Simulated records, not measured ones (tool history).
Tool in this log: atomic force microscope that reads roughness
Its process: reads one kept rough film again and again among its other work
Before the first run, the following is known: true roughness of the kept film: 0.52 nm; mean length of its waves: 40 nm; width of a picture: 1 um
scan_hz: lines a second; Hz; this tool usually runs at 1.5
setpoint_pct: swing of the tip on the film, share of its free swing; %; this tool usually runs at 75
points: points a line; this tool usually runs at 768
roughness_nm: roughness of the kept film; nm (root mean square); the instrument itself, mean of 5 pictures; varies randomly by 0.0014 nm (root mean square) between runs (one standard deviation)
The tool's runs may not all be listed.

run    hour  scan_hz  setpoint_pct  points  roughness_nm
  1       0      1.5            75     768         0.475
  2    41.9      1.5            75     768         0.474
  3     112      1.5            75     768         0.468
  4   157.2      1.5            75     768         0.472
  5   195.7      1.5            75     768         0.469
      226.6  -- new tip fitted
  6   254.9      1.5            75     768          0.48
  7     287      1.5            75     768         0.477
  8   346.3      1.5            75     384         0.474
  9   402.4      1.5            75     768         0.475
 10   466.6      1.5            75     768         0.471
 11   505.4      1.5            75     768         0.467
        554  -- new tip fitted
 12   561.9      1.5            75     768         0.479
 13   593.9      1.5            75     768         0.478
 14   631.6     0.68            75     783         0.497
 15   696.8     2.65            66     639          0.47
 16   734.3      1.5            75     416         0.471
 17     789     1.91            81     686         0.447
 18   818.5     0.96            58     993         0.495
 19   853.6     0.97            58     633         0.493
      878.5  -- new tip fitted
 20   898.9     0.91            58     633         0.508
 21     967     0.91            58     633         0.502
 22  1014.8     0.91            58     633         0.502
 23  1055.5     0.91            58     633         0.501
 24  1125.5     0.95            85     611         0.469
 25  1192.5     0.95            85     611         0.468

5 options for the next run, each taken on its own from the tool as it stands now. Forecast them:
     1203.6  -- new tip fitted
  A  1247.4     0.95            77     768             ?
     1203.6  -- new tip fitted
  B  1247.4      1.5            74     768             ?
     1203.6  -- new tip fitted
  C  1247.4     0.84            85     820             ?
     1203.6  -- new tip fitted
  D  1247.4     0.68            69     288             ?
     1203.6  -- new tip fitted
  E  1247.4      1.5            75     378             ?

run  roughness_nm
  A         0.488
  B         0.479
  C         0.484
  D         0.502
  E         0.477
The same runs, with their run-to-run variation unchanged, on a tool lacking any hidden condition would have given:
run  roughness_nm
  A         0.489
  B         0.479
  C         0.484
  D         0.502
  E         0.478
